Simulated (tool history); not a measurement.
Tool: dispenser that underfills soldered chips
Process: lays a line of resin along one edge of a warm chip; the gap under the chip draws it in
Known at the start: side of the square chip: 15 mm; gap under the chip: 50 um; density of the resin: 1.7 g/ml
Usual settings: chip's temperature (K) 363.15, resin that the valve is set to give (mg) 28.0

run     day  chip's temperature (K)  resin that the valve is set to give (mg)  time until the resin shows at the far edge (s)  resin that the valve gave (mg)
  1   0.000                  363.15                                      28.0                                           301.6                           25.90
      0.338  -- new syringe of resin
  2   0.421                  363.15                                      34.7                                           288.8                           31.89
      0.783  -- new syringe of resin
  3   0.846                  363.15                                      26.3                                           303.8                           24.09
      1.108  -- dispensing valve cleaned and set on the balance
      1.262  -- new syringe of resin
  4   1.304                  363.15                                      26.3                                           286.3                           26.23
      1.546  -- stage's temperature calibrated
  5   1.550                  363.15                                      26.3                                           319.0                           26.13
      1.750  -- new syringe of resin
  6   1.983                  363.15                                      26.3                                           315.3                           25.71
      2.192  -- new syringe of resin
  7   2.338                  363.15                                      28.0                                           289.3                           27.67
      2.633  -- new syringe of resin
  8   2.675                  363.15                                      24.8                                           271.2                           24.06
  9   2.979                  360.15                                      28.0                                           380.2                           27.22
      3.071  -- new syringe of resin
 10   3.392                  363.15                                      32.6                                           331.5                           31.54
      3.517  -- new syringe of resin
 11   3.604                  370.15                                      28.0                                           207.1                           27.11
      3.971  -- new syringe of resin
 12   4.000                  363.15                                      28.0                                           268.8                           26.75
 13   4.325                  363.15                                      28.0                                           339.8                           26.67
      4.438  -- new syringe of resin
 14   4.575                  363.15                                      28.0                                           302.6                           26.57
 15   4.762                  363.15                                      30.9                                           333.8                           29.04
      4.875  -- new syringe of resin
 16   5.021                  363.15                                      32.9                                           280.3                           31.06
      5.333  -- new syringe of resin
 17   5.454                  363.15                                      32.9                                           280.8                           30.70
      5.783  -- new syringe of resin
 18   5.896                  363.15                                      32.9                                           287.3                           30.50
 19   6.167                  363.15                                      32.9                                           351.6                           30.39
      6.221  -- new syringe of resin
 20   6.629                  363.15                                      32.9                                           358.5                           29.90
      6.658  -- new syringe of resin
 21   6.908                  363.15                                      32.9                                           310.5                           30.02
      7.075  -- dispensing valve cleaned and set on the balance
      7.142  -- new syringe of resin
 22   7.179                  363.15                                      32.9                                           261.8                           33.05
 23   7.438                  376.15                                      32.0                                           181.9                           32.03
      7.588  -- new syringe of resin
 24   7.658                  368.15                                      28.2                                           223.0                           27.95
      8.038  -- new syringe of resin
 25   8.112                  359.15                                      28.0                                           330.6                           27.77
 26   8.350                  373.15                                      28.0                                           209.2                           27.76
      8.483  -- new syringe of resin
 27   8.804                  365.15                                      28.4                                           316.6                           27.84
      8.917  -- new syringe of resin
 28   9.229                  374.15                                      32.0                                           206.0                           30.96
      9.350  -- new syringe of resin
 29   9.629                  373.15                                      28.9                                           214.3                           27.50
      9.800  -- new syringe of resin
 30  10.079                  371.15                                      28.8                                           224.1                           27.51
     10.254  -- new syringe of resin
 31  10.475                  363.15                                      24.2                                           335.7                           23.07
     10.708  -- new syringe of resin
 32  10.708                  363.15                                      24.2                                           281.8                           23.04
 33  11.029                  363.15                                      24.2                                           360.4                           22.65
     11.138  -- new syringe of resin
 34  11.317                  360.15                                      28.0                                           367.3                           26.38

3 ways to go on from here, each from the tool as it stands after run 34. What would each give?
     11.571  -- new syringe of resin
  A  11.638                  377.15                                      32.2                                               ?                               ?
     11.571  -- new syringe of resin
  B  11.638                  375.15                                      28.0                                               ?                               ?
     11.571  -- new syringe of resin
  C  11.638                  349.15                                      28.0                                               ?                               ?

run  time until the resin shows at the far edge (s)  resin that the valve gave (mg)
  A                                           150.0                           30.10
  B                                           166.8                           26.11
  C                                           562.4                           26.07
Without the tool's hidden state the same runs would have given:
run  time until the resin shows at the far edge (s)  resin that the valve gave (mg)
  A                                           134.3                           32.31
  B                                           148.2                           28.03
  C                                           495.5                           27.98
